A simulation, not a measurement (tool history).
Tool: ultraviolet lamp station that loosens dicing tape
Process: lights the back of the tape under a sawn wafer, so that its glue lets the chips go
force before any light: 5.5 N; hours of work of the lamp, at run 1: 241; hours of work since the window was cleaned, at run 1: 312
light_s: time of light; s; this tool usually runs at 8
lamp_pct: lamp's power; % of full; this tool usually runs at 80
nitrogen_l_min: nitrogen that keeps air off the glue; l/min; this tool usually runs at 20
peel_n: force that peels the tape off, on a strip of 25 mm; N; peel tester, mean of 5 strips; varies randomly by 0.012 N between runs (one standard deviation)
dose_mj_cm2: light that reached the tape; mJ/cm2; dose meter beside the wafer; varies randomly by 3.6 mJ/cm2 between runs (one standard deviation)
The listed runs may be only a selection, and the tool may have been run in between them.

run	hour	light_s	lamp_pct	nitrogen_l_min	hours of work of the lamp	hours of work since the window was cleaned	peel_n	dose_mj_cm2
1	0.0	8	80	20	241	312	0.658	538
2	9.3	8	80	20	247	318	0.684	542
3	18.2	8	80	20	253	324	0.664	538
4	27.0	8	80	20	258	330	0.645	540
5	36.1	8	80	20	264	336	0.655	536
6	48.3	8	80	20	272	344	0.682	532
7	61.5	8	99	20	281	352	0.441	660
8	71.4	8	80	12	287	359	0.966	528
9	78.9	14	62	7	292	364	0.818	724
10	89.8	8	80	12	299	371	0.960	537
11	98.2	13	67	14	305	376	0.482	719
12	105.7	14	84	7	309	381	0.460	972
13	115.8	10	96	33	316	387	0.207	787

Expected results for the next run?
14	122.2	8	62	16	320	391	?	?

{"run 14": {"peel_n": 1.21, "dose_mj_cm2": 412}}
With the hidden condition absent and the run-to-run variation left alone, this run would have shown peel_n 0.996 N, dose_mj_cm2 468 mJ/cm2.

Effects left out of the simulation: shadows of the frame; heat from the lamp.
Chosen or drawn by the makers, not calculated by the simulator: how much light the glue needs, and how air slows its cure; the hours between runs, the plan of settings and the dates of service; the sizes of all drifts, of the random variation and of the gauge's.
